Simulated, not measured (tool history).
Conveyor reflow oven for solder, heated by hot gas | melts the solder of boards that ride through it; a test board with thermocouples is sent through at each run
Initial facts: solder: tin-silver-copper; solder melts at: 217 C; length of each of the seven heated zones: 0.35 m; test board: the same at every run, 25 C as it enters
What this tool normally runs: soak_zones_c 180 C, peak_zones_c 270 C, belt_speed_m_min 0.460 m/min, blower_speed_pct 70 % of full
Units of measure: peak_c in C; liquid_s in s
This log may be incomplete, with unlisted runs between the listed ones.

{"run": 1, "hour": 0.0, "soak_zones_c": 180, "peak_zones_c": 270, "belt_speed_m_min": 0.46, "blower_speed_pct": 70, "peak_c": 258.6, "liquid_s": 76.9}
{"run": 2, "hour": 20.4, "soak_zones_c": 180, "peak_zones_c": 270, "belt_speed_m_min": 0.46, "blower_speed_pct": 70, "peak_c": 258.2, "liquid_s": 76.5}
{"run": 3, "hour": 36.2, "soak_zones_c": 179, "peak_zones_c": 270, "belt_speed_m_min": 0.46, "blower_speed_pct": 70, "peak_c": 258.3, "liquid_s": 75.9}
{"run": 4, "hour": 47.7, "soak_zones_c": 179, "peak_zones_c": 270, "belt_speed_m_min": 0.46, "blower_speed_pct": 70, "peak_c": 258.4, "liquid_s": 76.3}
{"run": 5, "hour": 66.7, "soak_zones_c": 179, "peak_zones_c": 270, "belt_speed_m_min": 0.46, "blower_speed_pct": 70, "peak_c": 257.9, "liquid_s": 76.0}
{"run": 6, "hour": 75.7, "soak_zones_c": 179, "peak_zones_c": 270, "belt_speed_m_min": 0.42, "blower_speed_pct": 70, "peak_c": 260.3, "liquid_s": 85.8}
{"run": 7, "hour": 96.7, "soak_zones_c": 179, "peak_zones_c": 270, "belt_speed_m_min": 0.42, "blower_speed_pct": 70, "peak_c": 260.3, "liquid_s": 85.9}
{"run": 8, "hour": 113.3, "soak_zones_c": 179, "peak_zones_c": 270, "belt_speed_m_min": 0.42, "blower_speed_pct": 70, "peak_c": 260.4, "liquid_s": 85.9}
{"run": 9, "hour": 133.0, "soak_zones_c": 179, "peak_zones_c": 270, "belt_speed_m_min": 0.42, "blower_speed_pct": 70, "peak_c": 260.7, "liquid_s": 85.8}
{"run": 10, "hour": 153.5, "soak_zones_c": 179, "peak_zones_c": 270, "belt_speed_m_min": 0.42, "blower_speed_pct": 70, "peak_c": 260.3, "liquid_s": 85.7}
{"run": 11, "hour": 170.6, "soak_zones_c": 179, "peak_zones_c": 270, "belt_speed_m_min": 0.42, "blower_speed_pct": 70, "peak_c": 260.6, "liquid_s": 86.0}
{"run": 12, "hour": 187.2, "soak_zones_c": 179, "peak_zones_c": 270, "belt_speed_m_min": 0.42, "blower_speed_pct": 70, "peak_c": 260.5, "liquid_s": 85.8}
{"run": 13, "hour": 206.9, "soak_zones_c": 179, "peak_zones_c": 270, "belt_speed_m_min": 0.42, "blower_speed_pct": 70, "peak_c": 260.5, "liquid_s": 85.9}
{"run": 14, "hour": 218.8, "soak_zones_c": 180, "peak_zones_c": 270, "belt_speed_m_min": 0.46, "blower_speed_pct": 70, "peak_c": 258.1, "liquid_s": 76.9}
{"run": 15, "hour": 230.7, "soak_zones_c": 180, "peak_zones_c": 270, "belt_speed_m_min": 0.46, "blower_speed_pct": 70, "peak_c": 258.1, "liquid_s": 77.0}
{"run": 16, "hour": 250.7, "soak_zones_c": 182, "peak_zones_c": 270, "belt_speed_m_min": 0.46, "blower_speed_pct": 70, "peak_c": 258.6, "liquid_s": 78.0}
{"run": 17, "hour": 264.4, "soak_zones_c": 183, "peak_zones_c": 270, "belt_speed_m_min": 0.431, "blower_speed_pct": 70, "peak_c": 259.8, "liquid_s": 84.9}
{"run": 18, "hour": 281.1, "soak_zones_c": 173, "peak_zones_c": 273, "belt_speed_m_min": 0.46, "blower_speed_pct": 70, "peak_c": 260.2, "liquid_s": 75.1}
{"run": 19, "hour": 302.2, "soak_zones_c": 180, "peak_zones_c": 269, "belt_speed_m_min": 0.46, "blower_speed_pct": 51, "peak_c": 253.4, "liquid_s": 71.5}
{"run": 20, "hour": 320.9, "soak_zones_c": 184, "peak_zones_c": 270, "belt_speed_m_min": 0.46, "blower_speed_pct": 78, "peak_c": 260.6, "liquid_s": 79.8}
{"run": 21, "hour": 341.3, "soak_zones_c": 180, "peak_zones_c": 262, "belt_speed_m_min": 0.546, "blower_speed_pct": 70, "peak_c": 246.2, "liquid_s": 55.2}
{"run": 22, "hour": 365.9, "soak_zones_c": 194, "peak_zones_c": 271, "belt_speed_m_min": 0.38, "blower_speed_pct": 84, "peak_c": 266.0, "liquid_s": 106.5}
{"run": 23, "hour": 386.5, "soak_zones_c": 180, "peak_zones_c": 270, "belt_speed_m_min": 0.414, "blower_speed_pct": 59, "peak_c": 258.8, "liquid_s": 86.0}
{"run": 24, "hour": 400.0, "soak_zones_c": 180, "peak_zones_c": 270, "belt_speed_m_min": 0.414, "blower_speed_pct": 59, "peak_c": 258.9, "liquid_s": 85.9}
{"run": 25, "hour": 412.1, "soak_zones_c": 190, "peak_zones_c": 262, "belt_speed_m_min": 0.418, "blower_speed_pct": 77, "peak_c": 254.9, "liquid_s": 88.7}
{"run": 26, "hour": 432.1, "soak_zones_c": 190, "peak_zones_c": 262, "belt_speed_m_min": 0.418, "blower_speed_pct": 77, "peak_c": 255.3, "liquid_s": 88.4}
{"run": 27, "hour": 442.8, "soak_zones_c": 182, "peak_zones_c": 262, "belt_speed_m_min": 0.394, "blower_speed_pct": 77, "peak_c": 255.8, "liquid_s": 90.2}
{"run": 28, "hour": 462.4, "soak_zones_c": 182, "peak_zones_c": 262, "belt_speed_m_min": 0.394, "blower_speed_pct": 77, "peak_c": 255.3, "liquid_s": 90.4}
{"run": 29, "hour": 473.3, "soak_zones_c": 172, "peak_zones_c": 270, "belt_speed_m_min": 0.46, "blower_speed_pct": 70, "peak_c": 257.3, "liquid_s": 72.5}
{"run": 30, "hour": 489.6, "soak_zones_c": 172, "peak_zones_c": 270, "belt_speed_m_min": 0.46, "blower_speed_pct": 70, "peak_c": 257.4, "liquid_s": 72.6}
{"run": 31, "hour": 504.7, "soak_zones_c": 172, "peak_zones_c": 270, "belt_speed_m_min": 0.46, "blower_speed_pct": 70, "peak_c": 257.3, "liquid_s": 72.7}

Taken out of this log: 2 entries between the listed runs. Where each belongs, and how the hidden state differs across it:
Runs 4 to 5: flux residue cleaned out of gas plates and filters (hour 66.1)
  heat that the gas passes to the board, % of a clean oven's: 99.9 -> 100
Runs 21 to 22: belt drive overhauled, speed set with a stopwatch (hour 352.8)
  belt's true speed, % of the reading: 99.98 -> 100

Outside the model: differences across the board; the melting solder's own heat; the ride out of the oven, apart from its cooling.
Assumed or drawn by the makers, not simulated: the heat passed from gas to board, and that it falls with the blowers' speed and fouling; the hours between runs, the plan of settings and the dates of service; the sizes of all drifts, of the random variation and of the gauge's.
